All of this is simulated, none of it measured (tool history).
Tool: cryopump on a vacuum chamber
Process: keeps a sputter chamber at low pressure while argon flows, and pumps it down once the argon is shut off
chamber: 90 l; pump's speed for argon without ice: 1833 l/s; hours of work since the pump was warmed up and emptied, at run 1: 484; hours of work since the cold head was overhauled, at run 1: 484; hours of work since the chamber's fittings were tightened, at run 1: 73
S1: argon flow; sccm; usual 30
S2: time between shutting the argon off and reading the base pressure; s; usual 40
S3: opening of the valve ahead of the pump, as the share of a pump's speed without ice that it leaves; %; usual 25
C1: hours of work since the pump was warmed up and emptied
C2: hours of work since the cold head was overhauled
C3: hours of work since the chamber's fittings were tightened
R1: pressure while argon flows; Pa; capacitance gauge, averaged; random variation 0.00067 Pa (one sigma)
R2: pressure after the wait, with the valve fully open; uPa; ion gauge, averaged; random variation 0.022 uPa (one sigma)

run 1 hour=0 | S1=30 S2=40 S3=25 | C1=484 C2=484 C3=73 | R1=0.1151 R2=0.66
run 2 hour=21.7 | S1=30 S2=40 S3=45 | C1=493 C2=493 C3=82 | R1=0.0661 R2=0.66
run 3 hour=37.6 | S1=30 S2=170 S3=25 | C1=499 C2=499 C3=88 | R1=0.1149 R2=0.35
run 4 hour=52.9 | S1=30 S2=170 S3=25 | C1=506 C2=506 C3=94 | R1=0.1151 R2=0.38
run 5 hour=85 | S1=30 S2=266 S3=25 | C1=519 C2=519 C3=108 | R1=0.1149 R2=0.36
run 6 hour=118 | S1=30 S2=266 S3=25 | C1=532 C2=532 C3=121 | R1=0.115 R2=0.3
run 7 hour=141 | S1=30 S2=266 S3=25 | C1=542 C2=542 C3=130 | R1=0.1149 R2=0.34
run 8 hour=167.7 | S1=30 S2=21 S3=25 | C1=552 C2=552 C3=141 | R1=0.1161 R2=1.07
run 9 hour=201.1 | S1=30 S2=40 S3=25 | C1=566 C2=566 C3=155 | R1=0.1157 R2=0.71
run 10 hour=224.1 | S1=30 S2=40 S3=25 | C1=575 C2=575 C3=164 | R1=0.1149 R2=0.71
run 11 hour=252.8 | S1=30 S2=53 S3=25 | C1=587 C2=587 C3=176 | R1=0.1166 R2=0.6
run 12 hour=284.8 | S1=30 S2=53 S3=25 | C1=600 C2=600 C3=189 | R1=0.1143 R2=0.64
run 13 hour=316.6 | S1=30 S2=53 S3=25 | C1=613 C2=613 C3=202 | R1=0.115 R2=0.64
run 14 hour=340.3 | S1=30 S2=53 S3=25 | C1=623 C2=623 C3=212 | R1=0.1158 R2=0.67
run 15 hour=359.6 | S1=41 S2=23 S3=17 | C1=631 C2=631 C3=220 | R1=0.2297 R2=1.07
run 16 hour=387.8 | S1=41 S2=23 S3=17 | C1=642 C2=642 C3=231 | R1=0.2292 R2=1.06
run 17 hour=402.9 | S1=30 S2=40 S3=31 | C1=648 C2=648 C3=237 | R1=0.0946 R2=0.82
run 18 hour=421.7 | S1=30 S2=40 S3=31 | C1=656 C2=656 C3=245 | R1=0.0945 R2=0.79
run 19 hour=445.6 | S1=37 S2=43 S3=31 | C1=666 C2=666 C3=255 | R1=0.1157 R2=0.8
run 20 hour=467.2 | S1=32 S2=59 S3=54 | C1=675 C2=675 C3=264 | R1=0.0607 R2=0.64
run 21 hour=493.1 | S1=30 S2=210 S3=43 | C1=685 C2=685 C3=274 | R1=0.0709 R2=0.5
run 22 hour=529.3 | S1=30 S2=20 S3=25 | C1=700 C2=700 C3=289 | R1=0.1156 R2=1.2

4 ways to go on from here, each from the tool as it stands after run 22. What would each give?
run A hour=557.2 | S1=48 S2=234 S3=21 | C1=711 C2=711 C3=300 | R1=? R2=?
run B hour=557.2 | S1=30 S2=205 S3=25 | C1=711 C2=711 C3=300 | R1=? R2=?
run C hour=557.2 | S1=20 S2=28 S3=25 | C1=711 C2=711 C3=300 | R1=? R2=?
run D hour=557.2 | S1=46 S2=62 S3=25 | C1=711 C2=711 C3=300 | R1=? R2=?

run=A R1=0.2202 R2=0.47
run=B R1=0.1171 R2=0.5
run=C R1=0.0773 R2=1.03
run=D R1=0.1788 R2=0.68
Without the tool's hidden state the same runs would have given:
run=A R1=0.2105 R2=0.21
run=B R1=0.1111 R2=0.24
run=C R1=0.0733 R2=0.77
run=D R1=0.1694 R2=0.42
